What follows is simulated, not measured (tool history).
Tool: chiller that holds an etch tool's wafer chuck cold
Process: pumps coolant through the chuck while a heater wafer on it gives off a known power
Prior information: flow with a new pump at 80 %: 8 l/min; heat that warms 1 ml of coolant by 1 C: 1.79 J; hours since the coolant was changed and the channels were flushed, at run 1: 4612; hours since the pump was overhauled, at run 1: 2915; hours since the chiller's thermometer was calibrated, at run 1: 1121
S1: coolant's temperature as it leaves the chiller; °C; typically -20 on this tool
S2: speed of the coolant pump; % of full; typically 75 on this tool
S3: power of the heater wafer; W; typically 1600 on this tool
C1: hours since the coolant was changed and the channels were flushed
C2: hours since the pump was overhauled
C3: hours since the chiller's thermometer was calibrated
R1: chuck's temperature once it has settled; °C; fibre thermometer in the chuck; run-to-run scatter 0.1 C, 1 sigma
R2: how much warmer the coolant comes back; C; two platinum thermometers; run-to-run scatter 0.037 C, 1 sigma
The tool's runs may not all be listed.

run	hour	S1	S2	S3	C1	C2	C3	R1	R2
1	0.0	-20	75	1600	4612	2915	1121	-6.5	7.12
2	130.1	-20	75	1600	4742	3046	1252	-6.6	7.16
3	251.1	-26	75	1600	4863	3167	1373	-12.6	7.16
4	353.5	-26	75	1600	4965	3269	1475	-12.6	7.14
5	456.6	-11	75	1600	5068	3372	1578	2.5	7.19
6	562.7	-11	75	1600	5175	3478	1684	2.4	7.16
7	658.5	-11	75	1600	5270	3574	1780	2.4	7.24
8	784.7	-11	75	1600	5397	3700	1906	2.6	7.21
9	879.2	-20	75	1600	5491	3795	2001	-6.8	7.21
10	985.4	-20	75	1600	5597	3901	2107	-6.6	7.26
11	1060.1	-20	75	1600	5672	3975	2181	-6.7	7.19
12	1147.7	-20	75	1600	5760	4063	2269	-6.6	7.21
13	1286.6	-20	75	1600	5898	4202	2408	-6.6	7.28
14	1400.0	-20	75	1600	6012	4315	2521	-6.5	7.23
15	1475.4	-20	75	1600	6087	4391	2597	-6.7	7.25

The next listed run, before its measurement:
16	1582.3	-20	75	1600	6194	4498	2704	?	?

R1: -6.7 °C
R2: 7.26 C
Without the tool's hidden state the same run would have given R1 -6.7 °C, R2 7.14 C.
